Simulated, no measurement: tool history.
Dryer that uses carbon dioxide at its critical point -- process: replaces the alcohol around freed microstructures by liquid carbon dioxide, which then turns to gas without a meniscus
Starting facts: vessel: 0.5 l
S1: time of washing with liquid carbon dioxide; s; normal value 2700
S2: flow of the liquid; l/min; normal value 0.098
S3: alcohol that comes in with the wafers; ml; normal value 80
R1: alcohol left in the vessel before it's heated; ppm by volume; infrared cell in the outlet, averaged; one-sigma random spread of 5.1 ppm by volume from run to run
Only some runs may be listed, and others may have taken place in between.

{"run": 1, "hour": 0.0, "S1": 2700, "S2": 0.098, "S3": 80, "R1": 72}
{"run": 2, "hour": 9.2, "S1": 2700, "S2": 0.098, "S3": 80, "R1": 81}
{"run": 3, "hour": 23.6, "S1": 2700, "S2": 0.098, "S3": 80, "R1": 82}
{"run": 4, "hour": 36.3, "S1": 2700, "S2": 0.098, "S3": 61, "R1": 52}
{"run": 5, "hour": 52.2, "S1": 2700, "S2": 0.098, "S3": 61, "R1": 64}
{"run": 6, "hour": 67.5, "S1": 2700, "S2": 0.098, "S3": 61, "R1": 70}
{"run": 7, "hour": 80.0, "S1": 2700, "S2": 0.098, "S3": 61, "R1": 67}
{"run": 8, "hour": 90.9, "S1": 2700, "S2": 0.098, "S3": 61, "R1": 73}
{"run": 9, "hour": 105.9, "S1": 2700, "S2": 0.098, "S3": 61, "R1": 76}
{"run": 10, "hour": 121.3, "S1": 2700, "S2": 0.1401, "S3": 61, "R1": 20}
{"run": 11, "hour": 131.3, "S1": 2700, "S2": 0.1401, "S3": 61, "R1": 27}
{"run": 12, "hour": 149.5, "S1": 2700, "S2": 0.1401, "S3": 61, "R1": 19}
{"run": 13, "hour": 167.2, "S1": 2700, "S2": 0.1401, "S3": 61, "R1": 19}
{"run": 14, "hour": 180.6, "S1": 2700, "S2": 0.098, "S3": 80, "R1": 102}
{"run": 15, "hour": 190.2, "S1": 2700, "S2": 0.098, "S3": 80, "R1": 92}
{"run": 16, "hour": 200.2, "S1": 2700, "S2": 0.098, "S3": 80, "R1": 99}
{"run": 17, "hour": 212.7, "S1": 2700, "S2": 0.098, "S3": 80, "R1": 97}
{"run": 18, "hour": 225.9, "S1": 2700, "S2": 0.098, "S3": 80, "R1": 108}
{"run": 19, "hour": 235.6, "S1": 2700, "S2": 0.1463, "S3": 80, "R1": 11}
{"run": 20, "hour": 254.0, "S1": 2700, "S2": 0.1463, "S3": 80, "R1": 20}
{"run": 21, "hour": 263.9, "S1": 2700, "S2": 0.1463, "S3": 80, "R1": 26}
{"run": 22, "hour": 280.8, "S1": 2700, "S2": 0.098, "S3": 80, "R1": 111}
{"run": 23, "hour": 296.2, "S1": 2700, "S2": 0.098, "S3": 80, "R1": 111}
{"run": 24, "hour": 307.3, "S1": 3240, "S2": 0.1608, "S3": 89, "R1": 18}
{"run": 25, "hour": 317.3, "S1": 2700, "S2": 0.1301, "S3": 22, "R1": 21}
{"run": 26, "hour": 335.6, "S1": 2100, "S2": 0.1301, "S3": 47, "R1": 60}
{"run": 27, "hour": 346.4, "S1": 2100, "S2": 0.1301, "S3": 47, "R1": 70}
{"run": 28, "hour": 359.3, "S1": 2100, "S2": 0.1301, "S3": 47, "R1": 73}
{"run": 29, "hour": 374.1, "S1": 1980, "S2": 0.1015, "S3": 47, "R1": 379}
{"run": 30, "hour": 384.6, "S1": 4260, "S2": 0.098, "S3": 80, "R1": 28}
{"run": 31, "hour": 400.0, "S1": 2040, "S2": 0.0641, "S3": 80, "R1": 4175}
{"run": 32, "hour": 411.0, "S1": 2040, "S2": 0.0641, "S3": 80, "R1": 4279}
{"run": 33, "hour": 422.3, "S1": 2040, "S2": 0.0641, "S3": 80, "R1": 4229}
{"run": 34, "hour": 435.4, "S1": 2700, "S2": 0.0722, "S3": 46, "R1": 429}
{"run": 35, "hour": 448.8, "S1": 2700, "S2": 0.0722, "S3": 46, "R1": 453}
{"run": 36, "hour": 460.5, "S1": 2700, "S2": 0.0722, "S3": 46, "R1": 452}
{"run": 37, "hour": 477.5, "S1": 1860, "S2": 0.0953, "S3": 89, "R1": 1415}
{"run": 38, "hour": 487.4, "S1": 1680, "S2": 0.0953, "S3": 89, "R1": 2267}
{"run": 39, "hour": 505.6, "S1": 1680, "S2": 0.0953, "S3": 89, "R1": 2328}
{"run": 40, "hour": 517.1, "S1": 1680, "S2": 0.0953, "S3": 89, "R1": 2363}
{"run": 41, "hour": 535.1, "S1": 3120, "S2": 0.0854, "S3": 78, "R1": 134}
{"run": 42, "hour": 551.8, "S1": 2700, "S2": 0.0947, "S3": 107, "R1": 235}
{"run": 43, "hour": 560.2, "S1": 4260, "S2": 0.1437, "S3": 48, "R1": 28}
{"run": 44, "hour": 576.6, "S1": 2040, "S2": 0.0608, "S3": 49, "R1": 3476}
{"run": 45, "hour": 589.9, "S1": 3900, "S2": 0.1131, "S3": 49, "R1": 31}
{"run": 46, "hour": 606.8, "S1": 3900, "S2": 0.1131, "S3": 49, "R1": 26}

Each row is a separate what-if for the run after 46, all from the same tool condition, not one after another. Results?
{"run": "A", "hour": 620.0, "S1": 2700, "S2": 0.1377, "S3": 20, "R1": "?"}
{"run": "B", "hour": 620.0, "S1": 1860, "S2": 0.1304, "S3": 118, "R1": "?"}
{"run": "C", "hour": 620.0, "S1": 1680, "S2": 0.0763, "S3": 28, "R1": "?"}
{"run": "D", "hour": 620.0, "S1": 3000, "S2": 0.1432, "S3": 49, "R1": "?"}
{"run": "E", "hour": 620.0, "S1": 2700, "S2": 0.098, "S3": 60, "R1": "?"}

run=A R1=33
run=B R1=422
run=C R1=1857
run=D R1=30
run=E R1=137
Stripped of hidden state, with their random variation kept, the same runs would have yielded:
run=A R1=8
run=B R1=148
run=C R1=1071
run=D R1=6
run=E R1=43
